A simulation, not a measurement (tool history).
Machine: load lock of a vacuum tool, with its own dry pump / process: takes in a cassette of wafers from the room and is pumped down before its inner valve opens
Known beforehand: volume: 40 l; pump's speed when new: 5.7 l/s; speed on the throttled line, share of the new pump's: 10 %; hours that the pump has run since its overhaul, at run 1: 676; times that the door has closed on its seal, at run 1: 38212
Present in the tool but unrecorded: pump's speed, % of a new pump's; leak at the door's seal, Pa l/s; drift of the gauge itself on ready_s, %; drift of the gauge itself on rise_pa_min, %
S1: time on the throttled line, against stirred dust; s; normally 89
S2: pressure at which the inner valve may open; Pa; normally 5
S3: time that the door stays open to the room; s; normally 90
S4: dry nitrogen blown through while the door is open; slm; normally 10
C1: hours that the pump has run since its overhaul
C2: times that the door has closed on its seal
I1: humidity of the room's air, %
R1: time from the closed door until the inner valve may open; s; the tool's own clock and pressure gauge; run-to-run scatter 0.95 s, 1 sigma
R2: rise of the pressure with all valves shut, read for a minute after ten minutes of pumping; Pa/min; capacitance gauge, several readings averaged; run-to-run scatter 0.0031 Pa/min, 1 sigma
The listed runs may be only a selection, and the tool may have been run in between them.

{"run": 1, "day": 0.0, "S1": 89, "S2": 5, "S3": 90, "S4": 10, "C1": 676, "C2": 38212, "I1": 47.7, "R1": 152.4, "R2": 0.057}
{"run": 2, "day": 7.292, "S1": 89, "S2": 7, "S3": 90, "S4": 10, "C1": 851, "C2": 38708, "I1": 43.8, "R1": 147.2, "R2": 0.055}
{"run": 3, "day": 12.754, "S1": 89, "S2": 7, "S3": 149, "S4": 10, "C1": 982, "C2": 39080, "I1": 44.7, "R1": 147.9, "R2": 0.074}
{"run": 4, "day": 21.075, "S1": 89, "S2": 7, "S3": 149, "S4": 10, "C1": 1182, "C2": 39647, "I1": 45.4, "R1": 147.7, "R2": 0.073}
{"day": 25.9, "done": "door's seal changed, seat wiped"}
{"run": 5, "day": 31.521, "S1": 89, "S2": 7, "S3": 149, "S4": 10, "C1": 1431, "C2": 383, "I1": 44.2, "R1": 149.9, "R2": 0.061}
{"run": 6, "day": 35.879, "S1": 89, "S2": 5, "S3": 90, "S4": 4, "C1": 1535, "C2": 680, "I1": 42.4, "R1": 150, "R2": 0.062}
{"run": 7, "day": 40.2, "S1": 89, "S2": 5, "S3": 90, "S4": 10, "C1": 1639, "C2": 974, "I1": 44, "R1": 151.3, "R2": 0.052}
{"run": 8, "day": 50.95, "S1": 89, "S2": 5, "S3": 136, "S4": 10, "C1": 1897, "C2": 1706, "I1": 44.4, "R1": 151.9, "R2": 0.056}
{"run": 9, "day": 55.546, "S1": 89, "S2": 5, "S3": 136, "S4": 10, "C1": 2007, "C2": 2019, "I1": 45.2, "R1": 152.1, "R2": 0.064}
{"run": 10, "day": 63.162, "S1": 89, "S2": 5, "S3": 136, "S4": 10, "C1": 2190, "C2": 2538, "I1": 45.6, "R1": 151.1, "R2": 0.063}
{"run": 11, "day": 72.825, "S1": 89, "S2": 5, "S3": 90, "S4": 10, "C1": 2422, "C2": 3195, "I1": 46.5, "R1": 151.5, "R2": 0.059}
{"run": 12, "day": 81.758, "S1": 89, "S2": 5, "S3": 90, "S4": 10, "C1": 2636, "C2": 3804, "I1": 45.2, "R1": 151.3, "R2": 0.055}
{"run": 13, "day": 89.479, "S1": 89, "S2": 5, "S3": 90, "S4": 45, "C1": 2822, "C2": 4330, "I1": 45.3, "R1": 150.5, "R2": 0.027}
{"run": 14, "day": 96.004, "S1": 117, "S2": 5, "S3": 90, "S4": 10, "C1": 2978, "C2": 4774, "I1": 44.1, "R1": 175.2, "R2": 0.056}
{"run": 15, "day": 102.921, "S1": 164, "S2": 5, "S3": 90, "S4": 10, "C1": 3144, "C2": 5245, "I1": 47.5, "R1": 219, "R2": 0.06}
{"run": 16, "day": 111.646, "S1": 154, "S2": 6, "S3": 90, "S4": 10, "C1": 3354, "C2": 5839, "I1": 44.5, "R1": 210.5, "R2": 0.059}
{"run": 17, "day": 116.612, "S1": 154, "S2": 6, "S3": 90, "S4": 10, "C1": 3473, "C2": 6177, "I1": 43.7, "R1": 209.4, "R2": 0.057}
{"run": 18, "day": 121.046, "S1": 124, "S2": 10, "S3": 90, "S4": 10, "C1": 3579, "C2": 6479, "I1": 45.8, "R1": 177.2, "R2": 0.057}
{"run": 19, "day": 131.729, "S1": 124, "S2": 10, "S3": 90, "S4": 10, "C1": 3836, "C2": 7207, "I1": 47.5, "R1": 176.5, "R2": 0.058}
{"run": 20, "day": 136.679, "S1": 159, "S2": 5, "S3": 90, "S4": 20, "C1": 3955, "C2": 7544, "I1": 51.1, "R1": 213.1, "R2": 0.047}
{"run": 21, "day": 143.433, "S1": 159, "S2": 5, "S3": 90, "S4": 20, "C1": 4117, "C2": 8004, "I1": 44.3, "R1": 212.6, "R2": 0.044}
{"run": 22, "day": 153.033, "S1": 159, "S2": 5, "S3": 90, "S4": 20, "C1": 4347, "C2": 8657, "I1": 44.2, "R1": 214.1, "R2": 0.05}
{"run": 23, "day": 162.525, "S1": 159, "S2": 7, "S3": 90, "S4": 20, "C1": 4575, "C2": 9304, "I1": 41.6, "R1": 209.7, "R2": 0.047}
{"run": 24, "day": 169.883, "S1": 159, "S2": 7, "S3": 90, "S4": 20, "C1": 4751, "C2": 9805, "I1": 46, "R1": 209.8, "R2": 0.035}
{"run": 25, "day": 180.171, "S1": 89, "S2": 5, "S3": 239, "S4": 33, "C1": 4998, "C2": 10505, "I1": 43.4, "R1": 149.4, "R2": 0.051}
{"run": 26, "day": 189.371, "S1": 148, "S2": 5, "S3": 27, "S4": 10, "C1": 5219, "C2": 11132, "I1": 48.9, "R1": 204.6, "R2": 0.039}
{"run": 27, "day": 199.1, "S1": 148, "S2": 5, "S3": 27, "S4": 10, "C1": 5453, "C2": 11794, "I1": 42, "R1": 206.2, "R2": 0.039}

Each row is a separate what-if for the run after 27, all from the same tool condition, not one after another. Results?
{"run": "A", "day": 207.3, "S1": 87, "S2": 5, "S3": 82, "S4": 10, "C1": 5649, "C2": 12353, "I1": 46, "R1": "?", "R2": "?"}
{"run": "B", "day": 207.3, "S1": 148, "S2": 6, "S3": 128, "S4": 10, "C1": 5649, "C2": 12353, "I1": 45.8, "R1": "?", "R2": "?"}
{"run": "C", "day": 207.3, "S1": 89, "S2": 5, "S3": 95, "S4": 10, "C1": 5649, "C2": 12353, "I1": 42.6, "R1": "?", "R2": "?"}
{"run": "D", "day": 207.3, "S1": 89, "S2": 5, "S3": 90, "S4": 11, "C1": 5649, "C2": 12353, "I1": 43.1, "R1": "?", "R2": "?"}

run=A R1=148.5 R2=0.058
run=B R1=201.8 R2=0.064
run=C R1=150.7 R2=0.054
run=D R1=151.4 R2=0.056
Without the tool's hidden state the same runs would have given:
run=A R1=148.5 R2=0.058
run=B R1=201.7 R2=0.064
run=C R1=150.7 R2=0.054
run=D R1=151.4 R2=0.056

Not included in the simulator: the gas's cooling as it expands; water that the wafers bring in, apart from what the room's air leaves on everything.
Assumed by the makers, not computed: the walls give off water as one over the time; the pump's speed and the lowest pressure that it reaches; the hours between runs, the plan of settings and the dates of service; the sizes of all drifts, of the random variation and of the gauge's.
